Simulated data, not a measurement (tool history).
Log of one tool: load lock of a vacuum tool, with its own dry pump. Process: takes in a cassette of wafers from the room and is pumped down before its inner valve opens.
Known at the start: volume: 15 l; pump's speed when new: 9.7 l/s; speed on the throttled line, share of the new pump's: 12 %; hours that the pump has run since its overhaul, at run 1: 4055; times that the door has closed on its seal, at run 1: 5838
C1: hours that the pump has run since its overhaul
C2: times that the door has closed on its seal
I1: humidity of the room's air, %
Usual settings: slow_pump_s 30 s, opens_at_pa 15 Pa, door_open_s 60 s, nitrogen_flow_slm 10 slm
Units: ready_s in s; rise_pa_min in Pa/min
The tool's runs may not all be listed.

run 1 hour=0.0 | slow_pump_s=30 opens_at_pa=15 door_open_s=60 nitrogen_flow_slm=10 | C1=4055 C2=5838 | I1=43.8 | ready_s=40.4 rise_pa_min=0.120
run 2 hour=175.4 | slow_pump_s=30 opens_at_pa=15 door_open_s=60 nitrogen_flow_slm=10 | C1=4230 C2=6430 | I1=45.7 | ready_s=40.2 rise_pa_min=0.126
run 3 hour=277.0 | slow_pump_s=30 opens_at_pa=15 door_open_s=60 nitrogen_flow_slm=10 | C1=4332 C2=6773 | I1=44.1 | ready_s=39.8 rise_pa_min=0.129
run 4 hour=483.8 | slow_pump_s=30 opens_at_pa=15 door_open_s=60 nitrogen_flow_slm=10 | C1=4539 C2=7471 | I1=45.2 | ready_s=40.5 rise_pa_min=0.131
run 5 hour=667.7 | slow_pump_s=30 opens_at_pa=10 door_open_s=60 nitrogen_flow_slm=10 | C1=4723 C2=8091 | I1=49.7 | ready_s=41.0 rise_pa_min=0.144
run 6 hour=770.4 | slow_pump_s=30 opens_at_pa=10 door_open_s=60 nitrogen_flow_slm=10 | C1=4825 C2=8438 | I1=46.8 | ready_s=41.5 rise_pa_min=0.143
run 7 hour=925.4 | slow_pump_s=30 opens_at_pa=15 door_open_s=60 nitrogen_flow_slm=10 | C1=4980 C2=8961 | I1=43.5 | ready_s=40.7 rise_pa_min=0.139
run 8 hour=1173.6 | slow_pump_s=34 opens_at_pa=15 door_open_s=60 nitrogen_flow_slm=9 | C1=5228 C2=9799 | I1=42.6 | ready_s=44.0 rise_pa_min=0.146
run 9 hour=1280.9 | slow_pump_s=24 opens_at_pa=15 door_open_s=87 nitrogen_flow_slm=10 | C1=5336 C2=10161 | I1=45.7 | ready_s=35.0 rise_pa_min=0.181
run 10 hour=1389.2 | slow_pump_s=30 opens_at_pa=18 door_open_s=60 nitrogen_flow_slm=10 | C1=5444 C2=10526 | I1=45.0 | ready_s=40.4 rise_pa_min=0.159
run 11 hour=1527.5 | slow_pump_s=15 opens_at_pa=15 door_open_s=54 nitrogen_flow_slm=10 | C1=5582 C2=10993 | I1=46.9 | ready_s=27.1 rise_pa_min=0.159
run 12 hour=1729.4 | slow_pump_s=30 opens_at_pa=25 door_open_s=42 nitrogen_flow_slm=10 | C1=5784 C2=11674 | I1=46.5 | ready_s=39.4 rise_pa_min=0.155
run 13 hour=1890.8 | slow_pump_s=30 opens_at_pa=10 door_open_s=42 nitrogen_flow_slm=6 | C1=5946 C2=12219 | I1=47.4 | ready_s=41.1 rise_pa_min=0.171

3 ways to go on from here, each from the tool as it stands after run 13. What would each give?
run A hour=2115.0 | slow_pump_s=29 opens_at_pa=14 door_open_s=42 nitrogen_flow_slm=25 | C1=6170 C2=12975 | I1=49.1 | ready_s=? rise_pa_min=?
run B hour=2115.0 | slow_pump_s=30 opens_at_pa=15 door_open_s=65 nitrogen_flow_slm=10 | C1=6170 C2=12975 | I1=45.1 | ready_s=? rise_pa_min=?
run C hour=2115.0 | slow_pump_s=30 opens_at_pa=15 door_open_s=55 nitrogen_flow_slm=10 | C1=6170 C2=12975 | I1=46.9 | ready_s=? rise_pa_min=?

run=A ready_s=39.9 rise_pa_min=0.149
run=B ready_s=40.9 rise_pa_min=0.193
run=C ready_s=41.0 rise_pa_min=0.186
Without the tool's hidden state the same runs would have given:
run=A ready_s=39.3 rise_pa_min=0.060
run=B ready_s=40.3 rise_pa_min=0.101
run=C ready_s=40.4 rise_pa_min=0.095
